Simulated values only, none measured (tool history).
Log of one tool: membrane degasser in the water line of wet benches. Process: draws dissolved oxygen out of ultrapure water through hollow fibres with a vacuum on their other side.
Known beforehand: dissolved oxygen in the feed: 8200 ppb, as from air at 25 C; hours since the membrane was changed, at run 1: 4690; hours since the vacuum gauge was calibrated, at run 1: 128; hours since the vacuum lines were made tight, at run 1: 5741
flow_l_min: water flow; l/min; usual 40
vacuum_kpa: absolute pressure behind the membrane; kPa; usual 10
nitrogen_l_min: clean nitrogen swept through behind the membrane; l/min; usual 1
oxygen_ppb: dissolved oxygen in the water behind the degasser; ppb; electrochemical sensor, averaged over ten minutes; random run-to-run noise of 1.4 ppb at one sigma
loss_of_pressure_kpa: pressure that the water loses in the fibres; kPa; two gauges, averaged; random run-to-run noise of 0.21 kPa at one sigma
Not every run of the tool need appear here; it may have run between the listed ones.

run,hour,flow_l_min,vacuum_kpa,nitrogen_l_min,hours since the membrane was changed,hours since the vacuum gauge was calibrated,hours since the vacuum lines were made tight,oxygen_ppb,loss_of_pressure_kpa
1,0,40,10,1,4690,128,5741,525.9,52.71
2,102.1,30,10,1,4792,230,5843,419.6,39.43
3,167,40,10,2.06,4857,295,5908,291.3,52.49
4,240.1,40,10,2.06,4930,368,5981,293,52.77
# hour 283.9: seals of the vacuum lines changed
5,397.5,40,10,2.06,5086,524,114,291.6,52.79
6,501.4,40,10,2.06,5190,627,217,292.6,52.43
7,640.2,40,10,2.06,5328,766,356,294.1,52.86
8,795.3,40,10,2.06,5484,921,511,294,52.8
9,940,40,10,2.06,5628,1066,656,295.1,52.8
10,1037.8,40,10,1,5726,1164,754,527.6,53.03
11,1114.3,40,10,1,5803,1240,830,529.5,52.97
12,1221.6,40,10,1,5910,1348,938,529.6,52.93
13,1306.5,40,10,1,5995,1433,1023,529.4,53.17
14,1440.8,30,10,1,6129,1567,1157,422.9,39.65
15,1508.1,30,10,1,6196,1634,1224,423.6,39.47
16,1667.1,30,10,1,6355,1793,1383,422.4,39.9
17,1757.6,30,10,1,6446,1884,1474,424.9,39.97
18,1904.9,30,10,1,6593,2031,1621,425.8,40.2
19,1983.1,48,20.3,0.43,6671,2109,1699,2302.8,63.58
20,2068.7,48,20.3,0.43,6757,2195,1785,2308,63.61
21,2183.2,58,7.4,0.83,6871,2309,1899,534.5,76.7
22,2261.2,48,10.7,0.43,6949,2387,1977,1160.6,64.16
23,2402.8,40,12,2.92,7091,2529,2119,281.5,53.37
24,2478,30,12,2.92,7166,2604,2194,214.3,39.89
25,2622.4,27,7.6,0.89,7311,2749,2339,290.7,36.18
26,2780.9,27,7.6,0.89,7469,2907,2497,289.6,35.96
27,2879.1,35,13.2,0.54,7567,3005,2595,1078.5,46.8
28,2962.9,40,10,2.35,7651,3089,2679,267.5,53.76
29,3072.3,40,7.8,1,7761,3198,2788,380.4,53.35
30,3152.8,55,17.9,1.39,7841,3279,2869,1081.8,73.35
31,3268.4,55,12.8,0.73,7957,3395,2985,1161,74.19
32,3419.3,55,12.8,0.73,8108,3545,3135,1157.7,73.31

4 options for the next run, each taken on its own from the tool as it stands now. Forecast them:
A,3500.7,59,9.2,1.35,8189,3627,3217,?,?
B,3500.7,55,13.6,1.73,8189,3627,3217,?,?
C,3500.7,57,18.4,0.41,8189,3627,3217,?,?
D,3500.7,40,10,0.75,8189,3627,3217,?,?

run,oxygen_ppb,loss_of_pressure_kpa
A,539.6,79.56
B,683.3,73.88
C,2375.3,76.81
D,670.4,53.74
Without the tool's unlogged condition, the same runs would have read:
run,oxygen_ppb,loss_of_pressure_kpa
A,508.7,75.56
B,659.9,70.16
C,2339.5,72.95
D,642,51.05

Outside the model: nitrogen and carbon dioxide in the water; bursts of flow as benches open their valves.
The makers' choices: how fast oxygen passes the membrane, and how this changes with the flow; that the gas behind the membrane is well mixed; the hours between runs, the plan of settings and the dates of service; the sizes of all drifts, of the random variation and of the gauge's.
